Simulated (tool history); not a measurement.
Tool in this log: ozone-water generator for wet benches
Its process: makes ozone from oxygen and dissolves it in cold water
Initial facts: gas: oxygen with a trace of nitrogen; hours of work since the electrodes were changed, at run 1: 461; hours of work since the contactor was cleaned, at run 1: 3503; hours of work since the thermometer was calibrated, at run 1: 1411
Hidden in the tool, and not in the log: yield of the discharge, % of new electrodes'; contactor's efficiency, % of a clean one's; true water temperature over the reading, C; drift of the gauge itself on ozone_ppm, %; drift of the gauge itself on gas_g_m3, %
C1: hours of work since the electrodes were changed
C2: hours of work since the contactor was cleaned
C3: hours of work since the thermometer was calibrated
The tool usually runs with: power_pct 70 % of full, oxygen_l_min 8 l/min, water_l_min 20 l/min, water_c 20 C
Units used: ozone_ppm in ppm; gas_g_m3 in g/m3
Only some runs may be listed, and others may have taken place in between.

Run 1, hour 0: usual settings; C1 461; C2 3503; C3 1411. Result: ozone_ppm 15 ppm, gas_g_m3 148.2 g/m3.
Run 2, hour 74.8: usual settings; C1 530; C2 3572; C3 1481. Result: ozone_ppm 15.1 ppm, gas_g_m3 148.6 g/m3.
Run 3, hour 211.8: usual settings but water_c 24 C; C1 657; C2 3700; C3 1608. Result: ozone_ppm 14.1 ppm, gas_g_m3 148.7 g/m3.
Run 4, hour 319.4: usual settings but water_c 24 C; C1 757; C2 3800; C3 1708. Result: ozone_ppm 13.9 ppm, gas_g_m3 146.7 g/m3.
Run 5, hour 398.7: usual settings but water_c 24 C; C1 831; C2 3873; C3 1782. Result: ozone_ppm 14 ppm, gas_g_m3 147.4 g/m3.
Run 6, hour 489.8: usual settings but water_c 24 C; C1 916; C2 3958; C3 1867. Result: ozone_ppm 13.6 ppm, gas_g_m3 147.5 g/m3.
Run 7, hour 643.2: usual settings but water_c 24 C; C1 1058; C2 4101; C3 2009. Result: ozone_ppm 13.8 ppm, gas_g_m3 148.6 g/m3.
Run 8, hour 768.8: usual settings but water_c 24 C; C1 1175; C2 4217; C3 2126. Result: ozone_ppm 14 ppm, gas_g_m3 147 g/m3.
Run 9, hour 881.4: usual settings but water_l_min 25 l/min; C1 1280; C2 4322; C3 2230. Result: ozone_ppm 12.8 ppm, gas_g_m3 145.3 g/m3.
Run 10, hour 944.3: usual settings but water_l_min 25 l/min; C1 1338; C2 4380; C3 2289. Result: ozone_ppm 13 ppm, gas_g_m3 148.7 g/m3.
Run 11, hour 1061: usual settings but power_pct 94 % of full, water_l_min 12 l/min, water_c 18 C; C1 1447; C2 4489; C3 2397. Result: ozone_ppm 26.6 ppm, gas_g_m3 183.4 g/m3.
At hour 1110: contactor cleaned.
Run 12, hour 1212.7: usual settings but power_pct 94 % of full, water_l_min 12 l/min, water_c 18 C; C1 1584; C2 95; C3 2535. Result: ozone_ppm 26.7 ppm, gas_g_m3 181.9 g/m3.
Run 13, hour 1321.3: usual settings but power_pct 94 % of full, water_l_min 12 l/min, water_c 18 C; C1 1685; C2 196; C3 2636. Result: ozone_ppm 26.6 ppm, gas_g_m3 182.1 g/m3.
Run 14, hour 1424.9: usual settings but power_pct 79 % of full, water_l_min 15 l/min; C1 1781; C2 293; C3 2732. Result: ozone_ppm 19.9 ppm, gas_g_m3 163.1 g/m3.
Run 15, hour 1517.8: usual settings but power_pct 58 % of full, water_l_min 19 l/min; C1 1867; C2 379; C3 2818. Result: ozone_ppm 13.6 ppm, gas_g_m3 128.5 g/m3.
Run 16, hour 1594.1: usual settings but oxygen_l_min 6.65 l/min; C1 1938; C2 450; C3 2889. Result: ozone_ppm 15.4 ppm, gas_g_m3 164.8 g/m3.
Run 17, hour 1716: usual settings but oxygen_l_min 6.65 l/min; C1 2052; C2 563; C3 3002. Result: ozone_ppm 15.4 ppm, gas_g_m3 165.2 g/m3.

Describe how what the log doesn't record of the tool's condition differs between the last listed run preceding each entry between runs and the first listed run following it.
Run 11 -> run 12: contactor cleaned (hour 1110)
  yield of the discharge, % of new electrodes': 100 -> 99.9; contactor's efficiency, % of a clean one's: 99.7 -> 100

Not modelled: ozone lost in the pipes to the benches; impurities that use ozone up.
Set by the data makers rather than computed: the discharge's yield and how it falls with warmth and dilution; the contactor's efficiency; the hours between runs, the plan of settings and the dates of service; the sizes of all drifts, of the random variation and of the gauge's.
